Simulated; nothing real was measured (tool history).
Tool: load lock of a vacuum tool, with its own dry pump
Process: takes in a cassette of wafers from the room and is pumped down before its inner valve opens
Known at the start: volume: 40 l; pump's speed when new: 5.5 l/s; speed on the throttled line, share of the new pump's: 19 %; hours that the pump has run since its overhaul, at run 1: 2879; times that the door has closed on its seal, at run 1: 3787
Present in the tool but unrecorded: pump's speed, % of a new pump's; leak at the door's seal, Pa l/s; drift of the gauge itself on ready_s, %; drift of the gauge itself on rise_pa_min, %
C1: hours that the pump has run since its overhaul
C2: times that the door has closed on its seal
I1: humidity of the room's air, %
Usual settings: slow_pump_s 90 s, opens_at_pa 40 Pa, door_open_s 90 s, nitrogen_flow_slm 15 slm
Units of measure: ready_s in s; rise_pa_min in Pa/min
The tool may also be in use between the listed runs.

Run 1, hour 0: usual settings; C1 2879; C2 3787; I1 45.3. Result: ready_s 130.9 s, rise_pa_min 0.05 Pa/min.
Run 2, hour 315.8: usual settings; C1 3195; C2 4646; I1 44. Result: ready_s 132.2 s, rise_pa_min 0.051 Pa/min.
Run 3, hour 639.5: usual settings; C1 3518; C2 5528; I1 43.2. Result: ready_s 132.2 s, rise_pa_min 0.053 Pa/min.
Run 4, hour 903.6: usual settings; C1 3782; C2 6247; I1 45.2. Result: ready_s 132.6 s, rise_pa_min 0.057 Pa/min.
Run 5, hour 1253.4: usual settings; C1 4132; C2 7199; I1 43.9. Result: ready_s 132.3 s, rise_pa_min 0.061 Pa/min.
Run 6, hour 1417.3: usual settings; C1 4296; C2 7645; I1 44.2. Result: ready_s 132.3 s, rise_pa_min 0.062 Pa/min.
Run 7, hour 1707.8: usual settings; C1 4587; C2 8436; I1 45.9. Result: ready_s 132.6 s, rise_pa_min 0.065 Pa/min.
Run 8, hour 1964.4: usual settings; C1 4843; C2 9134; I1 45. Result: ready_s 133 s, rise_pa_min 0.065 Pa/min.
Run 9, hour 2254.7: usual settings but opens_at_pa 79 Pa; C1 5134; C2 9924; I1 45.2. Result: ready_s 127.1 s, rise_pa_min 0.071 Pa/min.
Run 10, hour 2622.4: usual settings but opens_at_pa 79 Pa; C1 5501; C2 10925; I1 47.7. Result: ready_s 129.1 s, rise_pa_min 0.077 Pa/min.
Run 11, hour 2881.7: usual settings but opens_at_pa 58 Pa; C1 5761; C2 11631; I1 42.8. Result: ready_s 130 s, rise_pa_min 0.075 Pa/min.
Run 12, hour 3200.6: usual settings but opens_at_pa 58 Pa; C1 6079; C2 12499; I1 41.9. Result: ready_s 130.4 s, rise_pa_min 0.074 Pa/min.
Run 13, hour 3422.9: usual settings; C1 6302; C2 13104; I1 44.2. Result: ready_s 133.3 s, rise_pa_min 0.08 Pa/min.
Run 14, hour 3701.1: usual settings but opens_at_pa 58 Pa; C1 6580; C2 13861; I1 45.4. Result: ready_s 130.3 s, rise_pa_min 0.081 Pa/min.
Run 15, hour 4022.7: usual settings but door_open_s 37 s; C1 6902; C2 14737; I1 42.4. Result: ready_s 134 s, rise_pa_min 0.064 Pa/min.
Run 16, hour 4183.7: usual settings; C1 7062; C2 15175; I1 49.8. Result: ready_s 133.9 s, rise_pa_min 0.093 Pa/min.
Run 17, hour 4348: usual settings but door_open_s 230 s, nitrogen_flow_slm 7 slm; C1 7227; C2 15622; I1 43.6. Result: ready_s 133.8 s, rise_pa_min 0.143 Pa/min.
Run 18, hour 4621.4: usual settings but door_open_s 68 s; C1 7500; C2 16367; I1 45.1. Result: ready_s 134.3 s, rise_pa_min 0.082 Pa/min.
Run 19, hour 4775.4: usual settings but door_open_s 68 s; C1 7654; C2 16786; I1 47.9. Result: ready_s 133.9 s, rise_pa_min 0.087 Pa/min.
Run 20, hour 5111.1: usual settings but slow_pump_s 145 s, opens_at_pa 52 Pa, door_open_s 38 s, nitrogen_flow_slm 20 slm; C1 7990; C2 17699; I1 44.8. Result: ready_s 175.8 s, rise_pa_min 0.071 Pa/min.
Run 21, hour 5336.1: usual settings but slow_pump_s 145 s, opens_at_pa 52 Pa, door_open_s 38 s, nitrogen_flow_slm 20 slm; C1 8215; C2 18312; I1 43.9. Result: ready_s 177.3 s, rise_pa_min 0.078 Pa/min.
Run 22, hour 5513.8: usual settings but opens_at_pa 56 Pa, door_open_s 188 s, nitrogen_flow_slm 44 slm; C1 8393; C2 18796; I1 42.5. Result: ready_s 133 s, rise_pa_min 0.102 Pa/min.
Run 23, hour 5753.1: usual settings but slow_pump_s 178 s, opens_at_pa 56 Pa, door_open_s 203 s, nitrogen_flow_slm 5 slm; C1 8632; C2 19447; I1 42.4. Result: ready_s 200.9 s, rise_pa_min 0.152 Pa/min.
Run 24, hour 6030.5: usual settings but nitrogen_flow_slm 6 slm; C1 8909; C2 20202; I1 47.4. Result: ready_s 135.1 s, rise_pa_min 0.127 Pa/min.
Run 25, hour 6229.1: usual settings but nitrogen_flow_slm 6 slm; C1 9108; C2 20743; I1 47.3. Result: ready_s 135.3 s, rise_pa_min 0.127 Pa/min.
At hour 6307.6: dry pump taken out, an overhauled one fitted.
Run 26, hour 6502.9: usual settings but slow_pump_s 76 s, opens_at_pa 71 Pa, door_open_s 49 s, nitrogen_flow_slm 13 slm; C1 195; C2 21472; I1 45.1. Result: ready_s 113.6 s, rise_pa_min 0.101 Pa/min.
Run 27, hour 6754.8: usual settings but opens_at_pa 51 Pa, nitrogen_flow_slm 6 slm; C1 447; C2 22157; I1 45.1. Result: ready_s 128.3 s, rise_pa_min 0.124 Pa/min.
Run 28, hour 7008.8: usual settings but slow_pump_s 79 s, nitrogen_flow_slm 11 slm; C1 701; C2 22849; I1 43. Result: ready_s 122.2 s, rise_pa_min 0.116 Pa/min.
Run 29, hour 7325.9: usual settings but slow_pump_s 115 s, door_open_s 44 s, nitrogen_flow_slm 13 slm; C1 1018; C2 23712; I1 43.5. Result: ready_s 150.7 s, rise_pa_min 0.107 Pa/min.
Run 30, hour 7555.4: usual settings but slow_pump_s 162 s, opens_at_pa 51 Pa; C1 1248; C2 24337; I1 40. Result: ready_s 187.2 s, rise_pa_min 0.12 Pa/min.
Run 31, hour 7834.3: usual settings but slow_pump_s 62 s; C1 1527; C2 25096; I1 42.9. Result: ready_s 108.1 s, rise_pa_min 0.13 Pa/min.
Run 32, hour 8014.5: usual settings but slow_pump_s 62 s; C1 1707; C2 25586; I1 47. Result: ready_s 108.5 s, rise_pa_min 0.132 Pa/min.

Difference, measured minus no-hidden-state, one row per run. Run-to-run variation is common to both terms; the gauge's own scatter need not be:
run  ready_s  rise_pa_min
  1     +1.4       +0.007
  2     +1.5       +0.009
  3     +1.7        +0.01
  4     +1.9       +0.012
  5       +2       +0.015
  6     +2.1       +0.015
  7     +2.3       +0.018
  8     +2.4        +0.02
  9     +2.4       +0.023
 10     +2.6       +0.025
 11     +2.7       +0.028
 12     +2.8       +0.031
 13     +3.2       +0.033
 14     +3.1       +0.036
 15     +3.6       +0.039
 16     +3.7       +0.041
 17     +3.7       +0.042
 18     +3.9       +0.045
 19     +3.9       +0.047
 20     +2.9        +0.05
 21       +3       +0.053
 22     +4.2       +0.055
 23     +2.3       +0.058
 24     +4.7       +0.062
 25     +4.8       +0.065
 26     -0.2       +0.068
 27     -0.1       +0.069
 28       +0       +0.074
 29     +0.1       +0.077
 30     +0.1       +0.081
 31     +0.5       +0.086
 32     +0.5       +0.088
